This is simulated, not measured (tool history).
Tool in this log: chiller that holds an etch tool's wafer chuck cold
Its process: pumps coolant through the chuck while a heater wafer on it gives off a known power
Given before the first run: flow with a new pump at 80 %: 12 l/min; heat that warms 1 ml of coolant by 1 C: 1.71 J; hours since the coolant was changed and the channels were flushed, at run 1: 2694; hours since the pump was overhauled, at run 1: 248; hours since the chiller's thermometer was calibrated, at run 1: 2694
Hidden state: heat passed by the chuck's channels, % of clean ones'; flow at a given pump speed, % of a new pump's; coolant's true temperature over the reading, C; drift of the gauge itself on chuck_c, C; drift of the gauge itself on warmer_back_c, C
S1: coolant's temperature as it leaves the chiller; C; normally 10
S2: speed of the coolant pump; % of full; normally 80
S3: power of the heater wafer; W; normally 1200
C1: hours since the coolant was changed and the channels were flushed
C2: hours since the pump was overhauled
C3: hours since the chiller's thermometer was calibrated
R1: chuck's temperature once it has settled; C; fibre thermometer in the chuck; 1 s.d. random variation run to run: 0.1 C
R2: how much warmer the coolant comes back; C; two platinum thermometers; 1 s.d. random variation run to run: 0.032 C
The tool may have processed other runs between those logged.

run	hour	S1	S2	S3	C1	C2	C3	R1	R2
1	0.0	10	80	1200	2694	248	2694	18.9	3.52
2	24.6	10	80	1200	2719	273	2719	19.0	3.57
# hour 38.9: chiller's thermometer calibrated
3	48.8	10	80	1200	2742	296	10	19.0	3.48
# hour 70.7: coolant changed, channels flushed
4	85.7	10	80	949	15	327	41	16.3	2.84
5	121.0	10	80	949	50	362	76	16.3	2.77
6	145.0	10	80	949	74	386	100	16.4	2.84
7	185.7	10	80	949	115	427	141	16.3	2.86
8	218.5	10	80	949	148	460	174	16.4	2.81
9	241.6	10	80	949	171	483	197	16.3	2.84
10	276.1	10	80	949	205	518	231	16.3	2.86
11	306.4	10	80	724	236	548	261	14.9	2.16
12	346.8	10	80	724	276	588	302	14.7	2.19
13	370.0	10	80	1473	299	611	325	20.1	4.47
14	412.5	10	80	1473	342	654	368	20.2	4.45
15	438.1	10	80	1613	367	680	393	21.2	4.85
16	461.0	6	100	669	390	702	416	9.6	1.55
17	500.2	20	80	1200	429	742	455	28.2	3.60
18	535.1	20	80	1200	464	777	490	28.3	3.55
19	574.0	12	97	658	503	815	529	15.5	1.63
20	609.2	7	95	743	538	851	564	11.1	1.87
21	647.3	1	95	1281	577	889	602	8.4	3.20
22	668.6	5	80	1187	598	910	624	13.2	3.57
23	714.4	18	61	1200	644	956	669	29.0	4.91
24	745.7	10	80	706	675	987	701	14.8	2.17
25	779.4	10	80	706	709	1021	734	14.8	2.13
26	813.7	15	100	1251	743	1055	769	21.7	2.93
27	853.4	19	69	1529	783	1095	808	31.7	5.47

What will run 28 give?
28	892.8	4	87	670	822	1134	848	?	?

R1: 8.0 C
R2: 1.80 C
Minus the tool's unlogged condition, the same run would have read R1 7.9 C, R2 1.72 C.

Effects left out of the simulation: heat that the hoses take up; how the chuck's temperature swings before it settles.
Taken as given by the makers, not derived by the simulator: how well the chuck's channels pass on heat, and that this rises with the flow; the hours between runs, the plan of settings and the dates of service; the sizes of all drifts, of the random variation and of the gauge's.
